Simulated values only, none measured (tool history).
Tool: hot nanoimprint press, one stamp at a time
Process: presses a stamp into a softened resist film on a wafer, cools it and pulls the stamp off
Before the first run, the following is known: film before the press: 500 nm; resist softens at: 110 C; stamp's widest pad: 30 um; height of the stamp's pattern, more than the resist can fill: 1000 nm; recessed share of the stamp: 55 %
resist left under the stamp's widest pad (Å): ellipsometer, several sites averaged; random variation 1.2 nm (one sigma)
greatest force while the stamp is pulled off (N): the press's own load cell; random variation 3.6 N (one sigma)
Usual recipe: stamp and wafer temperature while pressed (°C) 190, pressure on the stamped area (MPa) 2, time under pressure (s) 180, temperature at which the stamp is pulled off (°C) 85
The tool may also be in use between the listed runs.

run   hour  stamp and wafer temperature while pressed (°C)  pressure on the stamped area (MPa)  time under pressure (s)  temperature at which the stamp is pulled off (°C)  resist left under the stamp's widest pad (Å)  greatest force while the stamp is pulled off (N)
  1      0                                             190                                   2                      180                                                 85                                          1789                                               216
  2   15.3                                             190                                   2                      180                                                 85                                          1796                                               219
  3   25.7                                             190                                   2                      180                                                 85                                          1802                                               222
  4   35.4                                             190                                   2                      180                                                 88                                          1815                                               202
  5   49.2                                             190                                   2                      180                                                 88                                          1815                                               204
  6   62.2                                             190                                   2                      180                                                 88                                          1801                                               210
  7   80.3                                             190                                   2                      180                                                 88                                          1819                                               211
  8   95.7                                             190                                   2                      180                                                 88                                          1833                                               216
  9    112                                             190                                   2                      180                                                 85                                          1829                                               233
 10  130.1                                             190                                   2                      180                                                 85                                          1837                                               229
 11  147.3                                             190                                   2                      180                                                 85                                          1859                                               246
 12  160.5                                             190                                   2                      180                                                 85                                          1836                                               252
 13    174                                             190                                   2                      180                                                 85                                          1837                                               248
 14  191.6                                             190                                   2                      272                                                 85                                          1539                                               251
 15  202.6                                             190                                   2                      272                                                 85                                          1544                                               260
 16  215.8                                             190                                   2                      272                                                 85                                          1546                                               251
 17  225.9                                             190                                   2                      272                                                 89                                          1560                                               231
 18  236.8                                             201                                   2                      233                                                 89                                          1171                                               236
 19  251.5                                             192                                2.31                      180                                                 90                                          1637                                               236
 20  267.6                                             185                                2.31                      119                                                 80                                          2397                                               289
 21  277.3                                             185                                2.31                      119                                                 80                                          2412                                               299
 22  285.6                                             188                                2.31                      196                                                 80                                          1809                                               309
     293.3  -- stamp cleaned and given a new release coat
 23    303                                             188                                2.31                      196                                                 80                                          1811                                               210
 24  315.7                                             188                                2.31                      196                                                 80                                          1798                                               211
 25  332.7                                             195                                2.13                      177                                                 84                                          1571                                               195
 26  342.9                                             190                                1.94                      180                                                 91                                          1924                                               168
 27  353.7                                             182                                   2                      145                                                 85                                          2666                                               194
 28  362.8                                             181                                   2                      180                                                 78                                          2491                                               228
 29  380.4                                             189                                1.78                      114                                                 73                                          2442                                               250
 30  391.9                                             190                                1.78                      114                                                 91                                          2370                                               172

Some steps in resist left under the stamp's widest pad (Å) between neighbouring runs. How much of each would the tool show without its hidden state too (settings, what came in, random variation), and how much is left for the hidden state, with any gauge scatter that isn't in both results?
Unlogged tool condition in this case: true temperature over the reading, C; pressure that arrives at the usual setting, %; grip of the stamp's worn release coat, % over a new coat's; drift of the gauge itself on residual_nm, %; drift of the gauge itself on pull_off_n, %.
Run 18 -> 19: stamp and wafer temperature while pressed (°C) 201 -> 192, pressure on the stamped area (MPa) 2 -> 2.31, time under pressure (s) 233 -> 180, temperature at which the stamp is pulled off (°C) 89 -> 90. resist left under the stamp's widest pad (Å) +466: hidden state +31, all else +435.
Run 19 -> 20: stamp and wafer temperature while pressed (°C) 192 -> 185, time under pressure (s) 180 -> 119, temperature at which the stamp is pulled off (°C) 90 -> 80. resist left under the stamp's widest pad (Å) +760: hidden state +37, all else +723.
Run 21 -> 22: stamp and wafer temperature while pressed (°C) 185 -> 188, time under pressure (s) 119 -> 196. resist left under the stamp's widest pad (Å) -603: hidden state -22, all else -581.
Run 26 -> 27: stamp and wafer temperature while pressed (°C) 190 -> 182, pressure on the stamped area (MPa) 1.94 -> 2, time under pressure (s) 180 -> 145, temperature at which the stamp is pulled off (°C) 91 -> 85. resist left under the stamp's widest pad (Å) +742: hidden state +40, all else +702.

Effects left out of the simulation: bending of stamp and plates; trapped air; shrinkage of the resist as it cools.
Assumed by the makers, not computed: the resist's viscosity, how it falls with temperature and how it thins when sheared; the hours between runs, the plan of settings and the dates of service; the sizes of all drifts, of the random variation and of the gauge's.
